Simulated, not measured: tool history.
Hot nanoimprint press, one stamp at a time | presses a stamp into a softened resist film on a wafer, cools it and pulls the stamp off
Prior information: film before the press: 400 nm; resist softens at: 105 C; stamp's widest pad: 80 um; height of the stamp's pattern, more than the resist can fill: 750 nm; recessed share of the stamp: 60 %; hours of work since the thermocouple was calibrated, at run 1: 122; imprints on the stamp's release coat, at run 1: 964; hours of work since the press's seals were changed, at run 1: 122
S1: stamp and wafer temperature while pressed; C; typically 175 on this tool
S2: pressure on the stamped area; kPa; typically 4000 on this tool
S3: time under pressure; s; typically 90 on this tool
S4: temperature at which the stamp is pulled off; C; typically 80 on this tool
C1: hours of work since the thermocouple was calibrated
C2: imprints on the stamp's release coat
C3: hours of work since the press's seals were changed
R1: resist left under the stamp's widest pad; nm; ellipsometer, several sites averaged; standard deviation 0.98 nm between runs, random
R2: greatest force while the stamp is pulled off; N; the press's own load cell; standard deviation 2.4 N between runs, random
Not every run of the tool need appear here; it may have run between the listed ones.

run 1 day=0 | S1=175 S2=4000 S3=90 S4=80 | C1=122 C2=964 C3=122 | R1=215.8 R2=112
run 2 day=0.55 | S1=179 S2=4000 S3=90 S4=80 | C1=128 C2=995 C3=128 | R1=180.3 R2=113
run 3 day=0.992 | S1=179 S2=4000 S3=90 S4=73 | C1=133 C2=1019 C3=133 | R1=177.6 R2=115
run 4 day=1.683 | S1=179 S2=4000 S3=90 S4=73 | C1=140 C2=1058 C3=140 | R1=178 R2=117
run 5 day=2.067 | S1=179 S2=4000 S3=90 S4=87 | C1=144 C2=1079 C3=144 | R1=179.4 R2=100
run 6 day=2.512 | S1=179 S2=4000 S3=90 S4=87 | C1=149 C2=1104 C3=149 | R1=179.1 R2=98
run 7 day=3.096 | S1=179 S2=4000 S3=90 S4=87 | C1=155 C2=1136 C3=155 | R1=177.7 R2=108
run 8 day=3.571 | S1=179 S2=4000 S3=90 S4=87 | C1=160 C2=1162 C3=160 | R1=178.2 R2=106
run 9 day=4.129 | S1=180 S2=4000 S3=90 S4=80 | C1=166 C2=1193 C3=166 | R1=172.5 R2=110
run 10 day=4.842 | S1=180 S2=4000 S3=90 S4=80 | C1=174 C2=1233 C3=174 | R1=170.8 R2=106
run 11 day=5.571 | S1=180 S2=4000 S3=90 S4=80 | C1=181 C2=1273 C3=181 | R1=172 R2=110
run 12 day=6.288 | S1=180 S2=4000 S3=90 S4=80 | C1=189 C2=1313 C3=189 | R1=169.1 R2=113
run 13 day=6.842 | S1=180 S2=4000 S3=90 S4=80 | C1=195 C2=1344 C3=195 | R1=170 R2=114
run 14 day=7.367 | S1=180 S2=4000 S3=59 S4=80 | C1=200 C2=1373 C3=200 | R1=196.4 R2=111
run 15 day=8.183 | S1=180 S2=4000 S3=59 S4=80 | C1=209 C2=1418 C3=209 | R1=196.5 R2=106
run 16 day=8.808 | S1=180 S2=4000 S3=59 S4=80 | C1=216 C2=1453 C3=216 | R1=198.2 R2=110
run 17 day=9.196 | S1=175 S2=4000 S3=90 S4=84 | C1=220 C2=1474 C3=220 | R1=211.9 R2=107
run 18 day=9.996 | S1=175 S2=4000 S3=90 S4=84 | C1=228 C2=1519 C3=228 | R1=214.6 R2=110
run 19 day=10.708 | S1=166 S2=2600 S3=80 S4=84 | C1=236 C2=1558 C3=236 | R1=336.6 R2=104
run 20 day=11.271 | S1=183 S2=5440 S3=64 S4=69 | C1=242 C2=1589 C3=242 | R1=142.9 R2=116
run 21 day=11.912 | S1=183 S2=5440 S3=64 S4=69 | C1=249 C2=1625 C3=249 | R1=144.4 R2=124
-- day=12.208 plate thermocouple calibrated
run 22 day=12.612 | S1=183 S2=5440 S3=64 S4=69 | C1=4 C2=1657 C3=255 | R1=143.9 R2=118
run 23 day=13.371 | S1=180 S2=3500 S3=93 S4=75 | C1=12 C2=1699 C3=263 | R1=176.9 R2=118
run 24 day=14.092 | S1=180 S2=3500 S3=93 S4=75 | C1=20 C2=1739 C3=271 | R1=177.3 R2=116
run 25 day=14.521 | S1=180 S2=3500 S3=93 S4=75 | C1=25 C2=1763 C3=275 | R1=176.5 R2=111
run 26 day=15.112 | S1=175 S2=4000 S3=104 S4=84 | C1=31 C2=1795 C3=281 | R1=200.2 R2=111
run 27 day=15.512 | S1=175 S2=2580 S3=52 S4=68 | C1=35 C2=1818 C3=286 | R1=286.5 R2=119
-- day=16.033 stamp cleaned and given a new release coat
run 28 day=16.288 | S1=175 S2=3090 S3=90 S4=78 | C1=41 C2=14 C3=291 | R1=232.8 R2=110
run 29 day=16.667 | S1=175 S2=3090 S3=90 S4=78 | C1=45 C2=35 C3=295 | R1=235.5 R2=111
run 30 day=17.062 | S1=172 S2=3690 S3=90 S4=78 | C1=49 C2=57 C3=300 | R1=248.4 R2=110

What if the next run were any one of these 3? Each begins from the tool's condition after run 30:
run A day=17.433 | S1=181 S2=3150 S3=174 S4=78 | C1=53 C2=77 C3=304 | R1=? R2=?
run B day=17.433 | S1=183 S2=2760 S3=123 S4=80 | C1=53 C2=77 C3=304 | R1=? R2=?
run C day=17.433 | S1=171 S2=2940 S3=90 S4=78 | C1=53 C2=77 C3=304 | R1=? R2=?

run=A R1=138.3 R2=108
run=B R1=155.8 R2=108
run=C R1=279.7 R2=109
What these runs would have given with no unlogged condition in the tool:
run=A R1=141.5 R2=108
run=B R1=159.4 R2=108
run=C R1=286.2 R2=109
